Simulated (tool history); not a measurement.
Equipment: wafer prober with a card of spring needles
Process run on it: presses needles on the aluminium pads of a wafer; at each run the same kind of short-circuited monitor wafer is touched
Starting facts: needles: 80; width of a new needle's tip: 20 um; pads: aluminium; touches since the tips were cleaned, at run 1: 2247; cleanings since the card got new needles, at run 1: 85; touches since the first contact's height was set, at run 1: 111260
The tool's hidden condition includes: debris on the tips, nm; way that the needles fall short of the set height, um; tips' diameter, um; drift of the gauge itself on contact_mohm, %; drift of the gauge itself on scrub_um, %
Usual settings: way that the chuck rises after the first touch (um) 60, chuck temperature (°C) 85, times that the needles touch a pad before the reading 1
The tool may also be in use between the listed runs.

| run | day | way that the chuck rises after the first touch (um) | chuck temperature (°C) | times that the needles touch a pad before the reading | touches since the tips were cleaned | cleanings since the card got new needles | touches since the first contact's height was set | resistance of one needle with its contact and lead (mohm) | way that a needle slides on the pad (um) |
|---|---|---|---|---|---|---|---|---|---|
| 1 | 0 | 60 | 85 | 1 | 2247 | 85 | 111260 | 264 | 7.62 |
|  | 0.133 | tips cleaned on abrasive film |
|  | 0.462 | tips cleaned on abrasive film |
|  | 0.779 | tips cleaned on abrasive film |
|  | 1.083 | tips cleaned on abrasive film |
| 2 | 1.096 | 60 | 44 | 1 | 136 | 89 | 123051 | 236 | 7.57 |
|  | 1.412 | tips cleaned on abrasive film |
|  | 1.775 | tips cleaned on abrasive film |
| 3 | 1.871 | 50 | 85 | 1 | 1060 | 91 | 131465 | 268 | 6.29 |
|  | 2.092 | tips cleaned on abrasive film |
|  | 2.404 | tips cleaned on abrasive film |
| 4 | 2.446 | 50 | 85 | 1 | 453 | 93 | 137652 | 259 | 6.25 |
|  | 2.708 | tips cleaned on abrasive film |
| 5 | 2.929 | 50 | 85 | 1 | 2402 | 94 | 142905 | 278 | 6.25 |
|  | 3.004 | tips cleaned on abrasive film |
|  | 3.333 | tips cleaned on abrasive film |
|  | 3.65 | tips cleaned on abrasive film |
| 6 | 3.821 | 50 | 85 | 1 | 1885 | 97 | 152530 | 277 | 6.24 |
|  | 3.958 | tips cleaned on abrasive film |
|  | 4.296 | tips cleaned on abrasive film |
|  | 4.633 | tips cleaned on abrasive film |
| 7 | 4.8 | 64 | 85 | 1 | 1817 | 100 | 163099 | 259 | 8.06 |
|  | 4.992 | tips cleaned on abrasive film |
| 8 | 5.25 | 64 | 85 | 1 | 2838 | 101 | 167968 | 266 | 8.03 |
|  | 5.304 | tips cleaned on abrasive film |
|  | 5.596 | tips cleaned on abrasive film |
|  | 5.954 | tips cleaned on abrasive film |
| 9 | 6.012 | 60 | 85 | 1 | 612 | 104 | 176172 | 254 | 7.52 |
|  | 6.275 | tips cleaned on abrasive film |
|  | 6.621 | tips cleaned on abrasive film |
|  | 6.925 | tips cleaned on abrasive film |
| 10 | 7.108 | 60 | 85 | 1 | 1988 | 107 | 188033 | 266 | 7.46 |
|  | 7.254 | tips cleaned on abrasive film |
|  | 7.558 | tips cleaned on abrasive film |
|  | 7.871 | tips cleaned on abrasive film |
| 11 | 7.925 | 60 | 85 | 1 | 598 | 110 | 196824 | 255 | 7.42 |
|  | 8.183 | tips cleaned on abrasive film |
|  | 8.525 | tips cleaned on abrasive film |
| 12 | 8.671 | 45 | 60 | 1 | 1609 | 112 | 204893 | 282 | 5.5 |
|  | 8.817 | tips cleaned on abrasive film |
|  | 9.129 | tips cleaned on abrasive film |
|  | 9.275 | height of the first contact set anew |
|  | 9.483 | tips cleaned on abrasive film |
| 13 | 9.483 | 43 | 93 | 1 | 0 | 115 | 2230 | 263 | 5.57 |
|  | 9.846 | tips cleaned on abrasive film |
|  | 10.188 | tips cleaned on abrasive film |
| 14 | 10.458 | 43 | 93 | 1 | 2967 | 117 | 12809 | 302 | 5.56 |
|  | 10.533 | tips cleaned on abrasive film |
|  | 10.875 | tips cleaned on abrasive film |
|  | 11.208 | tips cleaned on abrasive film |
|  | 11.521 | tips cleaned on abrasive film |
| 15 | 11.521 | 71 | 44 | 1 | 0 | 121 | 24241 | 228 | 9.16 |
|  | 11.862 | tips cleaned on abrasive film |
| 16 | 11.992 | 60 | 85 | 2 | 1392 | 122 | 29330 | 253 | 7.75 |
|  | 12.179 | tips cleaned on abrasive film |
|  | 12.525 | tips cleaned on abrasive film |
|  | 12.858 | tips cleaned on abrasive film |
| 17 | 12.938 | 52 | 59 | 2 | 871 | 125 | 39548 | 248 | 6.69 |
|  | 13.154 | tips cleaned on abrasive film |
|  | 13.462 | tips cleaned on abrasive film |
| 18 | 13.588 | 60 | 85 | 2 | 1364 | 127 | 46595 | 248 | 7.72 |
|  | 13.808 | tips cleaned on abrasive film |
|  | 14.146 | tips cleaned on abrasive film |
|  | 14.475 | tips cleaned on abrasive film |
| 19 | 14.475 | 60 | 68 | 1 | 0 | 130 | 56129 | 245 | 7.69 |
|  | 14.829 | tips cleaned on abrasive film |
| 20 | 14.979 | 60 | 68 | 1 | 1652 | 131 | 61624 | 255 | 7.69 |
|  | 15.129 | tips cleaned on abrasive film |
|  | 15.446 | tips cleaned on abrasive film |
| 21 | 15.588 | 60 | 60 | 2 | 1540 | 133 | 68175 | 244 | 7.7 |
|  | 15.804 | tips cleaned on abrasive film |
|  | 16.104 | tips cleaned on abrasive film |
| 22 | 16.167 | 54 | 92 | 1 | 696 | 135 | 74447 | 258 | 6.89 |

Some steps in resistance of one needle with its contact and lead (mohm), run to run, broken into two amounts with sign: the step expected even without the hidden condition (settings, incoming material, random variation), and the rest, left for the hidden condition together with whatever gauge scatter is not in both the measured and the hidden-condition-free result:
Run 13 -> 14: tips cleaned on abrasive film, tips cleaned on abrasive film. resistance of one needle with its contact and lead (mohm) +39: hidden state +41, all else -2.
Run 14 -> 15: way that the chuck rises after the first touch (um) 43 -> 71, chuck temperature (°C) 93 -> 44, tips cleaned on abrasive film, tips cleaned on abrasive film, tips cleaned on abrasive film, tips cleaned on abrasive film. resistance of one needle with its contact and lead (mohm) -74: hidden state -46, all else -28.

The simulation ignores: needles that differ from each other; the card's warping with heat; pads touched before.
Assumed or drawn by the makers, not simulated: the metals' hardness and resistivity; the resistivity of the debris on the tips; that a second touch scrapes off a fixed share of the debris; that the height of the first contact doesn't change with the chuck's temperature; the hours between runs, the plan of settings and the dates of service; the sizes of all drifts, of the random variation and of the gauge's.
